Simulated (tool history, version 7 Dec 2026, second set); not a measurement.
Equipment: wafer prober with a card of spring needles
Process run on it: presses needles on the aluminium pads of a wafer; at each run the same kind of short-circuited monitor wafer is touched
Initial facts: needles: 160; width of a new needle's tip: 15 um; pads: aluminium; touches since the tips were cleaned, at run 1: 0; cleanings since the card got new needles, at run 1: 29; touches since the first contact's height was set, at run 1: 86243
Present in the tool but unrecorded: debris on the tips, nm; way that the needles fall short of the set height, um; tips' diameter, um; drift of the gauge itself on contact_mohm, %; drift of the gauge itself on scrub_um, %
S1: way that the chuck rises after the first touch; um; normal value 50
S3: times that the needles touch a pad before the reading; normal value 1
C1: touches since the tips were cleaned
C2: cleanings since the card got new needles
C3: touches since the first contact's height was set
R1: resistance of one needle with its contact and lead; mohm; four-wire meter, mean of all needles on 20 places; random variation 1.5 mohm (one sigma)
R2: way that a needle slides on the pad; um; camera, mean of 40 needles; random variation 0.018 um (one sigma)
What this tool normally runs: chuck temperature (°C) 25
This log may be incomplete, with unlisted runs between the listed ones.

run 1 hour=0 | S1=50 chuck_temperature_(°C)=25 S3=1 | C1=0 C2=29 C3=86243 | R1=152 R2=11.48
-- hour=29.7 tips cleaned on abrasive film
run 2 hour=53.8 | S1=50 chuck_temperature_(°C)=25 S3=1 | C1=7152 C2=30 C3=102175 | R1=201 R2=11.47
-- hour=56.6 tips cleaned on abrasive film
-- hour=83.3 tips cleaned on abrasive film
run 3 hour=107.4 | S1=50 chuck_temperature_(°C)=25 S3=1 | C1=7135 C2=32 C3=118031 | R1=204 R2=11.47
-- hour=111.7 tips cleaned on abrasive film
-- hour=138.5 tips cleaned on abrasive film
-- hour=164.6 tips cleaned on abrasive film
run 4 hour=167 | S1=50 chuck_temperature_(°C)=25 S3=1 | C1=704 C2=35 C3=135653 | R1=161 R2=11.39
-- hour=192.7 tips cleaned on abrasive film
run 5 hour=210.3 | S1=46 chuck_temperature_(°C)=25 S3=1 | C1=5228 C2=36 C3=148495 | R1=207 R2=10.47
-- hour=220.5 tips cleaned on abrasive film
-- hour=247.7 tips cleaned on abrasive film
run 6 hour=249.8 | S1=46 chuck_temperature_(°C)=25 S3=1 | C1=643 C2=38 C3=160156 | R1=158 R2=10.43
-- hour=254.6 height of the first contact set anew
-- hour=272.8 tips cleaned on abrasive film
-- hour=300.1 tips cleaned on abrasive film
run 7 hour=300.3 | S1=46 chuck_temperature_(°C)=25 S3=1 | C1=76 C2=40 C3=13531 | R1=151 R2=10.66
-- hour=326 tips cleaned on abrasive film
-- hour=351.1 tips cleaned on abrasive film
run 8 hour=354.6 | S1=50 chuck_temperature_(°C)=25 S3=1 | C1=1038 C2=42 C3=29576 | R1=165 R2=11.58
-- hour=379.3 tips cleaned on abrasive film
run 9 hour=382.1 | S1=50 chuck_temperature_(°C)=25 S3=1 | C1=856 C2=43 C3=37736 | R1=163 R2=11.56
-- hour=408.5 tips cleaned on abrasive film
-- hour=433.1 tips cleaned on abrasive film
run 10 hour=433.1 | S1=50 chuck_temperature_(°C)=25 S3=1 | C1=0 C2=45 C3=52823 | R1=145 R2=11.53
-- hour=459.5 tips cleaned on abrasive film
run 11 hour=474.8 | S1=50 chuck_temperature_(°C)=25 S3=1 | C1=4556 C2=46 C3=65167 | R1=196 R2=11.51
-- hour=488.4 tips cleaned on abrasive film
-- hour=513.4 tips cleaned on abrasive film
run 12 hour=513.5 | S1=50 chuck_temperature_(°C)=25 S3=1 | C1=22 C2=48 C3=76593 | R1=151 R2=11.53
-- hour=539.8 tips cleaned on abrasive film
run 13 hour=560.1 | S1=50 chuck_temperature_(°C)=25 S3=1 | C1=6024 C2=49 C3=90412 | R1=202 R2=11.45
-- hour=566.1 tips cleaned on abrasive film
-- hour=593.7 tips cleaned on abrasive film
run 14 hour=614 | S1=50 chuck_temperature_(°C)=25 S3=1 | C1=6034 C2=51 C3=106358 | R1=207 R2=11.48
-- hour=619.5 tips cleaned on abrasive film
-- hour=645.1 tips cleaned on abrasive film
-- hour=673.1 tips cleaned on abrasive film
run 15 hour=676.2 | S1=50 chuck_temperature_(°C)=25 S3=1 | C1=899 C2=54 C3=124719 | R1=159 R2=11.43
-- hour=698.8 tips cleaned on abrasive film
run 16 hour=715 | S1=50 chuck_temperature_(°C)=25 S3=1 | C1=4814 C2=55 C3=136233 | R1=203 R2=11.39
-- hour=725.4 tips cleaned on abrasive film
-- hour=751.8 tips cleaned on abrasive film
run 17 hour=753.5 | S1=42 chuck_temperature_(°C)=39 S3=1 | C1=490 C2=57 C3=147584 | R1=165 R2=9.54
-- hour=781.1 tips cleaned on abrasive film
run 18 hour=785.5 | S1=44 chuck_temperature_(°C)=25 S3=2 | C1=1331 C2=58 C3=157078 | R1=167 R2=9.95
-- hour=800.1 height of the first contact set anew
-- hour=806.1 tips cleaned on abrasive film
run 19 hour=821.5 | S1=55 chuck_temperature_(°C)=44 S3=1 | C1=4557 C2=59 C3=6316 | R1=189 R2=12.76
-- hour=830.9 tips cleaned on abrasive film
-- hour=856.5 tips cleaned on abrasive film
run 20 hour=856.5 | S1=55 chuck_temperature_(°C)=44 S3=1 | C1=0 C2=61 C3=16668 | R1=152 R2=12.73
-- hour=881.6 tips cleaned on abrasive film
run 21 hour=886.7 | S1=41 chuck_temperature_(°C)=44 S3=2 | C1=1523 C2=62 C3=25606 | R1=173 R2=9.49
-- hour=906.3 tips cleaned on abrasive film
run 22 hour=921 | S1=41 chuck_temperature_(°C)=44 S3=2 | C1=4364 C2=63 C3=35762 | R1=192 R2=9.45
-- hour=933.9 tips cleaned on abrasive film
-- hour=959.3 tips cleaned on abrasive film
-- hour=984.1 tips cleaned on abrasive film
run 23 hour=985.4 | S1=41 chuck_temperature_(°C)=80 S3=1 | C1=406 C2=66 C3=54790 | R1=173 R2=9.44
-- hour=1012.6 tips cleaned on abrasive film
-- hour=1037.4 tips cleaned on abrasive film
run 24 hour=1037.4 | S1=60 chuck_temperature_(°C)=29 S3=2 | C1=0 C2=68 C3=70160 | R1=146 R2=13.82
-- hour=1067.1 tips cleaned on abrasive film
-- hour=1094.8 tips cleaned on abrasive film
run 25 hour=1099.8 | S1=45 chuck_temperature_(°C)=40 S3=1 | C1=1488 C2=70 C3=88630 | R1=177 R2=10.32
-- hour=1124.6 tips cleaned on abrasive film
-- hour=1151.7 tips cleaned on abrasive film
run 26 hour=1165.5 | S1=45 chuck_temperature_(°C)=40 S3=1 | C1=4100 C2=72 C3=108075 | R1=208 R2=10.25
-- hour=1178.5 tips cleaned on abrasive film
-- hour=1205.7 tips cleaned on abrasive film
run 27 hour=1217.8 | S1=42 chuck_temperature_(°C)=40 S3=1 | C1=3596 C2=74 C3=123568 | R1=209 R2=9.56
-- hour=1232.5 tips cleaned on abrasive film
run 28 hour=1251.7 | S1=42 chuck_temperature_(°C)=40 S3=1 | C1=5694 C2=75 C3=133590 | R1=228 R2=9.56
-- hour=1258.3 tips cleaned on abrasive film
-- hour=1287.4 tips cleaned on abrasive film
run 29 hour=1304.5 | S1=42 chuck_temperature_(°C)=40 S3=1 | C1=5075 C2=77 C3=149214 | R1=222 R2=9.53
-- hour=1317.5 tips cleaned on abrasive film
-- hour=1345.6 tips cleaned on abrasive film
-- hour=1345.9 height of the first contact set anew
run 30 hour=1351.6 | S1=50 chuck_temperature_(°C)=25 S3=2 | C1=1682 C2=79 C3=1682 | R1=161 R2=11.59
-- hour=1372.3 tips cleaned on abrasive film
run 31 hour=1379.4 | S1=43 chuck_temperature_(°C)=124 S3=1 | C1=2127 C2=80 C3=9924 | R1=199 R2=9.98

Some steps in R1 between neighbouring runs. How much of each would the tool show without its hidden state too (settings, what came in, random variation), and how much is left for the hidden state, with any gauge scatter that isn't in both results?
Run 1 -> 2: tips cleaned on abrasive film. R1 +49 mohm: hidden state +52, all else -3.
Run 10 -> 11: tips cleaned on abrasive film. R1 +51 mohm: hidden state +47, all else +4.
Run 12 -> 13: tips cleaned on abrasive film. R1 +51 mohm: hidden state +49, all else +2.
Run 29 -> 30: S1 42 -> 50, chuck temperature (°C) 40 -> 25, S3 1 -> 2, tips cleaned on abrasive film, tips cleaned on abrasive film, height of the first contact set anew. R1 -61 mohm: hidden state -57, all else -4.

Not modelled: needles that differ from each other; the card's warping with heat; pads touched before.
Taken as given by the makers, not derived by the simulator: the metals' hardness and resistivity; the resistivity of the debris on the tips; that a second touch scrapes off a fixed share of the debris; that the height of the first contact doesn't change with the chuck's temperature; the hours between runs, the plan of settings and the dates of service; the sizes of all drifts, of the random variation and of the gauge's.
